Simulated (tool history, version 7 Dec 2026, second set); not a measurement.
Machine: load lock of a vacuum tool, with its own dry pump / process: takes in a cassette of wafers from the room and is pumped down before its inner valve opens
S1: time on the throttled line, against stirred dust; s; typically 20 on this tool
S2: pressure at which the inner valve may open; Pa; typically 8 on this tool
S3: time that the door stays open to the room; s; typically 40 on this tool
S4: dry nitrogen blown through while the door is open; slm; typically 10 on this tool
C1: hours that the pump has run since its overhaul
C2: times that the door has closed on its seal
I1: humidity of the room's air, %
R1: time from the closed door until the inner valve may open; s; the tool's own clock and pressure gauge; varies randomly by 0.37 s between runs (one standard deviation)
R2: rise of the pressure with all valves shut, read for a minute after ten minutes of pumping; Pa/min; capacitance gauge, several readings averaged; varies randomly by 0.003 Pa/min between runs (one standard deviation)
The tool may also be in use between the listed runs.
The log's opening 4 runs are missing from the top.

Run 5, hour 598.5: usual settings but S1 25 s; C1 3990; C2 11683; I1 47.5. Result: R1 40.4 s, R2 0.048 Pa/min.
Run 6, hour 779.6: usual settings but S1 25 s; C1 4171; C2 12259; I1 41.5. Result: R1 40.5 s, R2 0.046 Pa/min.
Run 7, hour 947.8: usual settings; C1 4339; C2 12795; I1 48.9. Result: R1 36.7 s, R2 0.055 Pa/min.
Run 8, hour 1082.7: usual settings; C1 4474; C2 13224; I1 44.4. Result: R1 37.4 s, R2 0.054 Pa/min.
Run 9, hour 1232.3: usual settings; C1 4624; C2 13700; I1 43.8. Result: R1 36.5 s, R2 0.056 Pa/min.
Run 10, hour 1366.5: usual settings; C1 4758; C2 14127; I1 46. Result: R1 36.8 s, R2 0.053 Pa/min.
Run 11, hour 1589.2: usual settings but S2 7 Pa; C1 4981; C2 14836; I1 43.6. Result: R1 36.9 s, R2 0.055 Pa/min.
Run 12, hour 1770.3: usual settings; C1 5162; C2 15412; I1 47.4. Result: R1 36.6 s, R2 0.053 Pa/min.
Run 13, hour 1893.7: usual settings but S3 50 s; C1 5285; C2 15805; I1 46. Result: R1 37.1 s, R2 0.063 Pa/min.
Run 14, hour 2092.8: usual settings but S3 50 s; C1 5484; C2 16438; I1 43.8. Result: R1 36.8 s, R2 0.062 Pa/min.
Run 15, hour 2282.9: usual settings but S3 77 s; C1 5674; C2 17043; I1 45.2. Result: R1 37 s, R2 0.071 Pa/min.
Run 16, hour 2484.9: usual settings but S3 77 s; C1 5876; C2 17686; I1 46.3. Result: R1 37.9 s, R2 0.073 Pa/min.
Run 17, hour 2692.1: usual settings but S3 77 s; C1 6084; C2 18345; I1 42.1. Result: R1 38 s, R2 0.07 Pa/min.
Run 18, hour 2869: usual settings but S1 30 s, S3 187 s, S4 6 slm; C1 6261; C2 18908; I1 44.7. Result: R1 45.5 s, R2 0.103 Pa/min.
Run 19, hour 3004.5: usual settings but S1 30 s, S2 13 Pa, S3 187 s, S4 6 slm; C1 6396; C2 19340; I1 45.5. Result: R1 44.9 s, R2 0.105 Pa/min.
Run 20, hour 3226.3: usual settings but S1 30 s, S2 14 Pa, S3 46 s, S4 6 slm; C1 6618; C2 20045; I1 44.7. Result: R1 44 s, R2 0.073 Pa/min.
Run 21, hour 3365: usual settings but S1 12 s, S2 14 Pa, S3 46 s, S4 6 slm; C1 6756; C2 20487; I1 45.6. Result: R1 29.4 s, R2 0.075 Pa/min.
Run 22, hour 3470.2: usual settings but S1 11 s, S2 7 Pa, S3 46 s, S4 14 slm; C1 6862; C2 20822; I1 48.6. Result: R1 30.8 s, R2 0.066 Pa/min.
Run 23, hour 3661.9: usual settings but S1 11 s, S2 10 Pa, S3 91 s, S4 14 slm; C1 7053; C2 21432; I1 46.1. Result: R1 29.5 s, R2 0.071 Pa/min.

Run 24 is up next; what results do you expect?
Run 24, hour 3807.7: usual settings but S1 13 s, S2 14 Pa, S3 189 s, S4 13 slm; C1 7199; C2 21895; I1 47.3. Result: R1 ?, R2 ?.

For run 24 the tool returned R1 30.8 s, R2 0.094 Pa/min.
If the tool had no hidden condition, the same run with the same run-to-run variation would have returned R1 27.6 s, R2 0.061 Pa/min.

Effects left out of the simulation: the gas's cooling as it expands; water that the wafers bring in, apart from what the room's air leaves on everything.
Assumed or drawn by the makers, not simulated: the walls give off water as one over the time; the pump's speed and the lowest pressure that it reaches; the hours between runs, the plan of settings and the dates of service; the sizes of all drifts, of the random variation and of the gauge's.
